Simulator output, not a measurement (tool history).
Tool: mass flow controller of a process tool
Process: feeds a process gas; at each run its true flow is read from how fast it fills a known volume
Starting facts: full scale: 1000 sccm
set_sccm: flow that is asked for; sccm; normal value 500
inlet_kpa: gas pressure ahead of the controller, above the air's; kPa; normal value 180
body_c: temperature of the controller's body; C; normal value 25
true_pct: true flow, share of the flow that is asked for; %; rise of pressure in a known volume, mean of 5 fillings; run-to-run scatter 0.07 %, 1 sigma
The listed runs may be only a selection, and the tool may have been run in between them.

run 1 hour=0 | set_sccm=500 inlet_kpa=180 body_c=25 | true_pct=98.38
run 2 hour=68.2 | set_sccm=500 inlet_kpa=180 body_c=25 | true_pct=98.41
run 3 hour=163.4 | set_sccm=500 inlet_kpa=180 body_c=25 | true_pct=98.36
run 4 hour=251.9 | set_sccm=500 inlet_kpa=171 body_c=25 | true_pct=98.41
run 5 hour=343.8 | set_sccm=500 inlet_kpa=171 body_c=25 | true_pct=98.42
run 6 hour=402 | set_sccm=500 inlet_kpa=171 body_c=25 | true_pct=98.42
run 7 hour=494.7 | set_sccm=500 inlet_kpa=171 body_c=25 | true_pct=98.45
run 8 hour=578.6 | set_sccm=500 inlet_kpa=171 body_c=25 | true_pct=98.44
run 9 hour=635 | set_sccm=500 inlet_kpa=166 body_c=25 | true_pct=98.58
run 10 hour=706.9 | set_sccm=500 inlet_kpa=166 body_c=25 | true_pct=98.64
run 11 hour=798.9 | set_sccm=500 inlet_kpa=166 body_c=25 | true_pct=98.62
run 12 hour=896 | set_sccm=500 inlet_kpa=166 body_c=25 | true_pct=98.6
run 13 hour=968.8 | set_sccm=500 inlet_kpa=166 body_c=25 | true_pct=98.56
run 14 hour=1022.7 | set_sccm=500 inlet_kpa=166 body_c=25 | true_pct=98.61
run 15 hour=1115.2 | set_sccm=500 inlet_kpa=166 body_c=25 | true_pct=98.69
run 16 hour=1195.3 | set_sccm=500 inlet_kpa=166 body_c=25 | true_pct=98.71
run 17 hour=1265.8 | set_sccm=260 inlet_kpa=166 body_c=25 | true_pct=97.9
run 18 hour=1349.9 | set_sccm=194 inlet_kpa=180 body_c=25 | true_pct=97.85
run 19 hour=1427.1 | set_sccm=194 inlet_kpa=180 body_c=25 | true_pct=97.81
run 20 hour=1488.2 | set_sccm=194 inlet_kpa=180 body_c=25 | true_pct=97.79
run 21 hour=1553.2 | set_sccm=194 inlet_kpa=180 body_c=25 | true_pct=97.82
run 22 hour=1636.2 | set_sccm=500 inlet_kpa=180 body_c=25 | true_pct=98.93
run 23 hour=1734.5 | set_sccm=500 inlet_kpa=180 body_c=25 | true_pct=99.02
run 24 hour=1812 | set_sccm=500 inlet_kpa=180 body_c=25 | true_pct=98.86
run 25 hour=1871.7 | set_sccm=207 inlet_kpa=257 body_c=26 | true_pct=98.28
run 26 hour=1974.2 | set_sccm=210 inlet_kpa=208 body_c=32 | true_pct=98.33
run 27 hour=2040.9 | set_sccm=210 inlet_kpa=208 body_c=32 | true_pct=98.38
run 28 hour=2136.6 | set_sccm=251 inlet_kpa=161 body_c=23 | true_pct=98.15
run 29 hour=2222.2 | set_sccm=374 inlet_kpa=188 body_c=21 | true_pct=98.44
run 30 hour=2294.7 | set_sccm=374 inlet_kpa=188 body_c=21 | true_pct=98.57
run 31 hour=2380.6 | set_sccm=135 inlet_kpa=180 body_c=25 | true_pct=97.94
run 32 hour=2469.2 | set_sccm=135 inlet_kpa=180 body_c=25 | true_pct=97.12
run 33 hour=2553.4 | set_sccm=135 inlet_kpa=180 body_c=25 | true_pct=97.16
run 34 hour=2603.9 | set_sccm=135 inlet_kpa=180 body_c=25 | true_pct=97.2
run 35 hour=2686.3 | set_sccm=135 inlet_kpa=180 body_c=25 | true_pct=97.37
run 36 hour=2768.4 | set_sccm=135 inlet_kpa=180 body_c=25 | true_pct=97.31
run 37 hour=2827.8 | set_sccm=135 inlet_kpa=180 body_c=25 | true_pct=97.36
run 38 hour=2891.4 | set_sccm=135 inlet_kpa=180 body_c=25 | true_pct=97.3
run 39 hour=2962.5 | set_sccm=265 inlet_kpa=237 body_c=20 | true_pct=97.61
run 40 hour=3012.8 | set_sccm=265 inlet_kpa=237 body_c=20 | true_pct=97.66
run 41 hour=3074.1 | set_sccm=265 inlet_kpa=237 body_c=20 | true_pct=97.59
run 42 hour=3182.7 | set_sccm=239 inlet_kpa=180 body_c=33 | true_pct=98.04
run 43 hour=3288.5 | set_sccm=239 inlet_kpa=180 body_c=33 | true_pct=98.15
run 44 hour=3398 | set_sccm=221 inlet_kpa=180 body_c=25 | true_pct=97.85
run 45 hour=3444.9 | set_sccm=265 inlet_kpa=183 body_c=25 | true_pct=97.89

Taken out of this log: 1 entry between the listed runs. Where each belongs, and how the hidden state differs across it:
After run 31, before run 32: gauge calibrated (hour 2469.2)
  drift of the gauge itself on true_pct, %: 0.74 -> 0
  difference, measured minus the result without the unlogged condition, true_pct: +0.73 -> +0.01 %

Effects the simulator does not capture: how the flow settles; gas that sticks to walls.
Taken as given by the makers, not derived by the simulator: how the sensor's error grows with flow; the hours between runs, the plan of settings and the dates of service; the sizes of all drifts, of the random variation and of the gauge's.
